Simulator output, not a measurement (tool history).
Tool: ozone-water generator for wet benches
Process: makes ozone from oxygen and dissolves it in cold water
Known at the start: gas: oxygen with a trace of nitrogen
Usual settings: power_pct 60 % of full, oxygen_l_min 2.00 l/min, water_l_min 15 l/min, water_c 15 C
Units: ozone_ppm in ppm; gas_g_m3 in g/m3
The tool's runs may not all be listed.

run	hour	power_pct	oxygen_l_min	water_l_min	water_c	ozone_ppm	gas_g_m3
1	0.0	60	2.00	15	15	7.6	122.2
2	212.0	60	2.00	15	15	7.7	122.3
3	414.0	60	2.00	15	15	7.3	123.4
4	593.0	60	2.00	15	21	7.0	122.1
5	793.1	60	2.00	15	21	6.9	121.3
6	965.6	60	2.00	15	21	7.0	123.1
7	1085.6	60	2.00	15	21	7.0	122.7
8	1194.0	60	2.00	15	21	7.0	123.4
9	1369.6	60	2.00	15	21	6.9	121.7
10	1547.4	60	2.00	15	21	7.0	122.8
11	1669.1	60	2.00	15	21	6.9	121.7
# hour 1802.7: water thermometer calibrated
12	1881.2	60	2.00	15	14	7.4	121.8
13	2072.9	60	2.00	9	15	12.1	119.9
14	2231.9	60	2.00	9	15	11.9	121.0
15	2361.3	60	2.00	9	15	12.0	121.8
16	2483.1	60	1.08	13	12	6.2	147.0
17	2648.3	60	1.08	13	12	6.6	147.4
18	2823.4	60	2.00	15	7	7.6	120.4
19	2999.7	60	2.00	15	7	7.7	120.7
20	3177.9	60	2.00	19	9	5.8	120.7
21	3355.8	54	2.13	15	15	6.9	107.4
22	3579.5	61	2.99	13	15	9.6	108.0
23	3779.2	61	2.28	13	8	9.4	117.8

5 ways to go on from here, each from the tool as it stands after run 23. What would each give?
A	3918.9	76	2.70	13	13	?	?
B	3918.9	60	1.27	15	17	?	?
C	3918.9	61	1.04	13	8	?	?
D	3918.9	61	2.28	11	8	?	?
E	3918.9	48	2.00	15	15	?	?

run	ozone_ppm	gas_g_m3
A	11.2	130.4
B	5.8	138.0
C	6.4	148.6
D	11.2	117.2
E	6.0	100.5
Without the tool's hidden state the same runs would have given:
run	ozone_ppm	gas_g_m3
A	12.7	143.5
B	6.5	149.1
C	7.2	160.8
D	12.4	126.7
E	6.6	106.7
